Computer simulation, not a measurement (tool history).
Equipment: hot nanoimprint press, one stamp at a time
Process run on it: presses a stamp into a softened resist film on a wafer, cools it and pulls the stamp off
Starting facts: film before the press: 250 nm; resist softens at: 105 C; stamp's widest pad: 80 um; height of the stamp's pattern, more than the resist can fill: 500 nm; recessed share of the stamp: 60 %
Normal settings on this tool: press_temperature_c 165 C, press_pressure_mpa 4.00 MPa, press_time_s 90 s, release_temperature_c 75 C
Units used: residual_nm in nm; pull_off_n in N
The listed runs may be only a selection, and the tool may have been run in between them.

run   hour  press_temperature_c  press_pressure_mpa  press_time_s  release_temperature_c  residual_nm  pull_off_n
  1    0.0                  165                4.00            90                     75        146.8         105
  2   28.6                  165                4.00            90                     75        147.1         109
  3   45.6                  165                4.00            90                     75        147.3         109
  4   73.9                  165                4.00            90                     75        147.1         112
  5   93.5                  165                4.00            90                     75        148.0         114
  6  116.7                  165                4.00            90                     67        148.3         126
  7  141.3                  165                4.00            90                     67        148.8         136
  8  171.9                  165                4.00            90                     67        148.9         129
  9  184.5                  165                4.00            90                     75        149.1         120
 10  209.9                  165                4.00            90                     75        149.3         123
 11  233.3                  165                2.73            90                     75        170.2         127
 12  256.3                  155                4.00            90                     75        211.6         130
 13  283.4                  157                5.80            63                     74        200.0         130
 14  297.2                  157                5.80            63                     74        201.3         134
 15  316.2                  164                5.80            90                     74        138.6         135
 16  337.9                  165                5.39           105                     75        129.9         137
 17  351.2                  165                2.93           105                     65        160.6         155
 18  374.0                  165                2.93            63                     70        183.9         156
 19  402.9                  165                4.00            49                     75        180.5         142
 20  433.6                  154                4.00            84                     62        221.2         170
 21  466.6                  154                4.00            84                     62        221.4         113
 22  479.4                  154                4.00            84                     62        221.4         117
 23  512.3                  154                4.00            84                     62        216.1         114
 24  535.3                  154                4.00            84                     62        215.9         126

Between the runs listed above, the log contained 3 entries, not reproduced here. Where in the sequence does each belong, and how does what the log doesn't record of the tool's condition differ from the listed run before to the listed run after?
Between runs 15 and 16: plate thermocouple calibrated (hour 321.8)
  true temperature over the reading, C: -0.64 -> -0.85; pressure that arrives at the usual setting, %: 97.84 -> 97.76; grip of the stamp's worn release coat, % over a new coat's: 38.8 -> 40.7
  measured result minus the result with no hidden state, residual_nm: +5.9 -> +7.0 nm; pull_off_n: +38 -> +40 N
Between runs 20 and 21: stamp cleaned and given a new release coat (hour 462.7)
  true temperature over the reading, C: -1.04 -> -1.08; pressure that arrives at the usual setting, %: 97.31 -> 97.19; grip of the stamp's worn release coat, % over a new coat's: 50.9 -> 0.4
  measured result minus the result with no hidden state, residual_nm: +5.3 -> +5.6 nm; pull_off_n: +59 -> +2 N
Between runs 22 and 23: plate thermocouple calibrated, once more (hour 510.6)
  true temperature over the reading, C: -1.11 -> 0.16; pressure that arrives at the usual setting, %: 97.13 -> 97.01; grip of the stamp's worn release coat, % over a new coat's: 1.5 -> 4.2
  measured result minus the result with no hidden state, residual_nm: +5.7 -> +0.2 nm; pull_off_n: +3 -> +5 N

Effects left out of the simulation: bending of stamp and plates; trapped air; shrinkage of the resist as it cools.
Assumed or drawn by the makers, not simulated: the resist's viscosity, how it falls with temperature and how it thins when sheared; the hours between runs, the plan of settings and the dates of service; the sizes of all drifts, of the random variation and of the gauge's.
